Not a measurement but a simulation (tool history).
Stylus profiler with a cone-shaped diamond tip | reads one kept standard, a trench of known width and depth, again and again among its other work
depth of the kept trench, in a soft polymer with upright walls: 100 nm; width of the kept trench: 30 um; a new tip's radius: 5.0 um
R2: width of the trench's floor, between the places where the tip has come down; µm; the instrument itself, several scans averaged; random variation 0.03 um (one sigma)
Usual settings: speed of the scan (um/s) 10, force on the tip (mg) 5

run 1 hour=0 | speed_of_the_scan_(um/s)=10 force_on_the_tip_(mg)=5 | depth_of_the_trench_(nm)=100.97 R2=27.39
run 2 hour=29.3 | speed_of_the_scan_(um/s)=4 force_on_the_tip_(mg)=5 | depth_of_the_trench_(nm)=100.95 R2=27.39
run 3 hour=89.8 | speed_of_the_scan_(um/s)=10 force_on_the_tip_(mg)=5 | depth_of_the_trench_(nm)=100.94 R2=27.33
run 4 hour=136.4 | speed_of_the_scan_(um/s)=10 force_on_the_tip_(mg)=5 | depth_of_the_trench_(nm)=100.97 R2=27.32
run 5 hour=162.8 | speed_of_the_scan_(um/s)=10 force_on_the_tip_(mg)=5 | depth_of_the_trench_(nm)=100.92 R2=27.3
run 6 hour=209 | speed_of_the_scan_(um/s)=10 force_on_the_tip_(mg)=5 | depth_of_the_trench_(nm)=100.96 R2=27.32
run 7 hour=248.6 | speed_of_the_scan_(um/s)=21 force_on_the_tip_(mg)=5 | depth_of_the_trench_(nm)=100.9 R2=27.27
run 8 hour=302.3 | speed_of_the_scan_(um/s)=10 force_on_the_tip_(mg)=5 | depth_of_the_trench_(nm)=100.88 R2=27.24
run 9 hour=349.4 | speed_of_the_scan_(um/s)=10 force_on_the_tip_(mg)=4.67 | depth_of_the_trench_(nm)=100.89 R2=27.21
run 10 hour=403.5 | speed_of_the_scan_(um/s)=10 force_on_the_tip_(mg)=4.67 | depth_of_the_trench_(nm)=100.82 R2=27.26
run 11 hour=461.7 | speed_of_the_scan_(um/s)=10 force_on_the_tip_(mg)=4.67 | depth_of_the_trench_(nm)=100.8 R2=27.21
run 12 hour=519.5 | speed_of_the_scan_(um/s)=10 force_on_the_tip_(mg)=4.67 | depth_of_the_trench_(nm)=100.78 R2=27.14
-- hour=538.8 height scale calibrated on a step standard
run 13 hour=564.9 | speed_of_the_scan_(um/s)=10 force_on_the_tip_(mg)=4.67 | depth_of_the_trench_(nm)=100.61 R2=27.15
run 14 hour=600 | speed_of_the_scan_(um/s)=4 force_on_the_tip_(mg)=8.07 | depth_of_the_trench_(nm)=101.15 R2=27.16
run 15 hour=639.2 | speed_of_the_scan_(um/s)=4 force_on_the_tip_(mg)=2.93 | depth_of_the_trench_(nm)=100.31 R2=27.09
run 16 hour=690.6 | speed_of_the_scan_(um/s)=4 force_on_the_tip_(mg)=2.93 | depth_of_the_trench_(nm)=100.24 R2=27.13
run 17 hour=717.2 | speed_of_the_scan_(um/s)=4 force_on_the_tip_(mg)=2.93 | depth_of_the_trench_(nm)=100.26 R2=27.1
run 18 hour=774 | speed_of_the_scan_(um/s)=4 force_on_the_tip_(mg)=2.93 | depth_of_the_trench_(nm)=100.19 R2=27.02
run 19 hour=804 | speed_of_the_scan_(um/s)=25 force_on_the_tip_(mg)=5.83 | depth_of_the_trench_(nm)=100.77 R2=26.97
run 20 hour=830.6 | speed_of_the_scan_(um/s)=8 force_on_the_tip_(mg)=1.8 | depth_of_the_trench_(nm)=100.04 R2=26.95
-- hour=879.6 height scale calibrated on a step standard, once more
run 21 hour=880.8 | speed_of_the_scan_(um/s)=8 force_on_the_tip_(mg)=1.8 | depth_of_the_trench_(nm)=100.64 R2=27.06

Forecast each of these 5 alternatives for the next run:
run A hour=944 | speed_of_the_scan_(um/s)=8 force_on_the_tip_(mg)=1.83 | depth_of_the_trench_(nm)=? R2=?
run B hour=944 | speed_of_the_scan_(um/s)=8 force_on_the_tip_(mg)=5.66 | depth_of_the_trench_(nm)=? R2=?
run C hour=944 | speed_of_the_scan_(um/s)=14 force_on_the_tip_(mg)=5 | depth_of_the_trench_(nm)=? R2=?
run D hour=944 | speed_of_the_scan_(um/s)=5 force_on_the_tip_(mg)=1.8 | depth_of_the_trench_(nm)=? R2=?
run E hour=944 | speed_of_the_scan_(um/s)=3 force_on_the_tip_(mg)=4.59 | depth_of_the_trench_(nm)=? R2=?

run=A depth_of_the_trench_(nm)=100.61 R2=26.94
run=B depth_of_the_trench_(nm)=101.28 R2=27
run=C depth_of_the_trench_(nm)=101.28 R2=26.96
run=D depth_of_the_trench_(nm)=100.59 R2=26.93
run=E depth_of_the_trench_(nm)=101.15 R2=26.96
Without the tool's hidden state the same runs would have given:
run=A depth_of_the_trench_(nm)=100.62 R2=27.94
run=B depth_of_the_trench_(nm)=101.29 R2=28
run=C depth_of_the_trench_(nm)=101.3 R2=27.96
run=D depth_of_the_trench_(nm)=100.61 R2=27.93
run=E depth_of_the_trench_(nm)=101.16 R2=27.96
